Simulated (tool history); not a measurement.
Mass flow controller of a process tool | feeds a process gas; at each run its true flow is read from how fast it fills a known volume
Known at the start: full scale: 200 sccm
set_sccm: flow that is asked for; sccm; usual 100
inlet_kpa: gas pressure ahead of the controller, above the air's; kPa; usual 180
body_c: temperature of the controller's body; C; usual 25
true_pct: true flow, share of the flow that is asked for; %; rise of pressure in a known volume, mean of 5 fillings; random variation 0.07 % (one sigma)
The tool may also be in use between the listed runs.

run	hour	set_sccm	inlet_kpa	body_c	true_pct
1	0.0	100	180	25	99.58
2	98.7	100	180	25	99.63
3	235.4	100	180	25	99.67
4	388.9	100	180	25	99.82
5	506.8	100	180	21	99.29
6	669.8	101	180	21	99.36
7	856.5	101	180	21	99.48
8	1003.7	101	180	21	99.47
9	1131.1	100	180	25	99.76
10	1321.5	68	180	25	99.49
11	1448.0	68	180	25	99.76
12	1621.2	55	180	25	99.77
13	1823.3	55	180	25	99.82
14	1950.4	55	180	25	99.82
15	2056.9	74	180	25	99.92
16	2207.2	74	180	25	99.84
17	2314.7	74	180	25	99.97
18	2410.8	74	180	25	99.84
19	2510.1	100	180	38	101.50
20	2677.7	100	180	25	100.18
21	2838.0	100	180	25	100.12
22	2962.6	100	180	25	100.18
23	3132.2	100	180	25	100.29
24	3295.2	100	180	25	100.26
25	3427.0	158	180	25	100.98
26	3605.4	158	180	25	101.19
27	3728.9	197	180	28	101.76
28	3893.3	197	180	28	101.85
29	4044.2	197	180	28	102.03
30	4224.0	100	269	27	101.12
31	4369.5	100	269	27	101.26
32	4488.8	28	210	27	101.60
33	4620.7	78	275	32	101.62
34	4778.5	100	155	25	100.61
35	4963.3	37	160	34	101.86
36	5160.2	51	160	32	101.41
37	5357.1	73	258	37	102.18
38	5473.5	53	144	34	101.50
39	5663.3	100	241	24	100.96
40	5798.1	100	241	22	100.83
41	5932.8	100	241	22	100.88
42	6071.0	23	181	29	102.87
43	6179.1	100	168	37	102.24
44	6365.7	45	190	26	101.36
45	6457.5	45	190	26	101.41
46	6594.5	42	180	37	102.53
47	6719.5	151	180	28	101.82
48	6875.6	35	213	25	101.81
49	7031.6	105	213	39	102.77

3 ways to go on from here, each from the tool as it stands after run 49. What would each give?
A	7127.5	160	185	26	?
B	7127.5	100	180	30	?
C	7127.5	105	213	26	?

run	true_pct
A	101.74
B	101.62
C	101.32
Without the tool's hidden state the same runs would have given:
run	true_pct
A	99.38
B	98.93
C	98.66

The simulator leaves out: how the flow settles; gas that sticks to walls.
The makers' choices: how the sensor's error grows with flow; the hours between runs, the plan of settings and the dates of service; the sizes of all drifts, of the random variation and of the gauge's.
